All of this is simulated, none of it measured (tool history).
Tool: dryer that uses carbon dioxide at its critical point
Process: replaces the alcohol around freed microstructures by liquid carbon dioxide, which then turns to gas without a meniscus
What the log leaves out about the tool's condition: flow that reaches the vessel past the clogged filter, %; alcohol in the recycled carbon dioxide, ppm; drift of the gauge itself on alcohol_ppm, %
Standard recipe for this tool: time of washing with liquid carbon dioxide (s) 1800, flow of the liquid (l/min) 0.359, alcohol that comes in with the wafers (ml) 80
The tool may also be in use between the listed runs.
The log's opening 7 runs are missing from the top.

run,day,time of washing with liquid carbon dioxide (s),flow of the liquid (l/min),alcohol that comes in with the wafers (ml),hours of work since the filter was changed,hours of work since the purifier's bed was changed,alcohol left in the vessel before it's heated (ppm by volume)
8,9.662,1800,0.359,80,293,625,1289
9,11.233,1800,0.359,80,308,640,1288
10,12.633,1800,0.477,80,322,653,473
11,14.604,1800,0.477,80,341,672,490
12,15.475,1800,0.477,80,349,680,495
13,16.396,1800,0.359,80,358,689,1454
14,18.121,1800,0.296,80,374,706,2630
15,19.658,1800,0.296,80,389,720,2635
16,21.250,1800,0.296,80,404,736,2773
17,22.154,1800,0.296,80,413,744,2701
18,23.504,1800,0.296,80,426,757,2819
19,25.496,1800,0.296,80,445,776,2870
# day 25.671: inlet filter changed
20,26.646,1800,0.298,80,9,787,1560
21,27.704,1440,0.359,80,20,797,1773
22,28.862,1440,0.359,80,31,808,1803
23,30.271,1680,0.219,46,44,822,2461
24,31.725,2460,0.320,60,58,836,351
25,33.612,1140,0.234,25,76,854,2590
26,34.621,1140,0.234,25,86,864,2609
27,36.638,2880,0.482,42,105,883,98
28,38.500,2040,0.455,37,123,901,176

The next listed run, before its measurement:
29,40.088,1800,0.572,80,138,916,?

Run 29 measured alcohol left in the vessel before it's heated (ppm by volume) 180.
Were there no unlogged condition in the tool, this run, its random variation unchanged, would have produced alcohol left in the vessel before it's heated (ppm by volume) 69.

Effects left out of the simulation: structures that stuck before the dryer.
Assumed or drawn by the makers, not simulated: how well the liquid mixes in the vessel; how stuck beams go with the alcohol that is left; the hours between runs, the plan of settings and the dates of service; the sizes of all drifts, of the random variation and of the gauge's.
